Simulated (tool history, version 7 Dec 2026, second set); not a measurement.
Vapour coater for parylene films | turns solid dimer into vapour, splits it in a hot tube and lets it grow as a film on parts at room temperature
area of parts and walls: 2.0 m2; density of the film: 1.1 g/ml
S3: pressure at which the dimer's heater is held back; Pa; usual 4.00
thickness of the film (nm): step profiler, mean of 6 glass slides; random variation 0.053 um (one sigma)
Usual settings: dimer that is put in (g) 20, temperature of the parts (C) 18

{"run": 1, "hour": 0.0, "dimer that is put in (g)": 20, "temperature of the parts (C)": 18, "S3": 4.0, "thickness of the film (nm)": 5630}
{"run": 2, "hour": 9.1, "dimer that is put in (g)": 20, "temperature of the parts (C)": 18, "S3": 4.0, "thickness of the film (nm)": 5680}
{"run": 3, "hour": 28.6, "dimer that is put in (g)": 20, "temperature of the parts (C)": 18, "S3": 4.0, "thickness of the film (nm)": 5620}
{"run": 4, "hour": 40.7, "dimer that is put in (g)": 30, "temperature of the parts (C)": 18, "S3": 4.0, "thickness of the film (nm)": 8430}
{"run": 5, "hour": 58.1, "dimer that is put in (g)": 27, "temperature of the parts (C)": 18, "S3": 4.0, "thickness of the film (nm)": 7580}
{"run": 6, "hour": 73.8, "dimer that is put in (g)": 20, "temperature of the parts (C)": 12, "S3": 4.0, "thickness of the film (nm)": 6950}
{"run": 7, "hour": 89.0, "dimer that is put in (g)": 16, "temperature of the parts (C)": 18, "S3": 8.06, "thickness of the film (nm)": 4180}
{"run": 8, "hour": 104.5, "dimer that is put in (g)": 18, "temperature of the parts (C)": 17, "S3": 2.4, "thickness of the film (nm)": 5480}
{"run": 9, "hour": 117.8, "dimer that is put in (g)": 16, "temperature of the parts (C)": 15, "S3": 2.4, "thickness of the film (nm)": 5250}
{"run": 10, "hour": 129.6, "dimer that is put in (g)": 10, "temperature of the parts (C)": 23, "S3": 7.92, "thickness of the film (nm)": 2180}
{"run": 11, "hour": 142.0, "dimer that is put in (g)": 15, "temperature of the parts (C)": 15, "S3": 11.91, "thickness of the film (nm)": 4200}
{"run": 12, "hour": 157.4, "dimer that is put in (g)": 21, "temperature of the parts (C)": 27, "S3": 11.22, "thickness of the film (nm)": 3840}

Not shown: 2 entries that the log had between the listed runs. Between which runs, and how does the tool's hidden state differ before and after?
Between runs 5 and 6: table's thermometer calibrated (hour 60.6)
  vapour lost through the trap's worn valve, %: 6.5 -> 6.7; true temperature of the parts over the reading, C: 0.26 -> 0.41
  measured less the result without the state, thickness of the film (nm): -610 -> -610
Between runs 10 and 11: table's thermometer calibrated, once more (hour 138.5)
  vapour lost through the trap's worn valve, %: 7.3 -> 7.4; true temperature of the parts over the reading, C: 0.43 -> -0.02
  measured less the result without the state, thickness of the film (nm): -210 -> -340
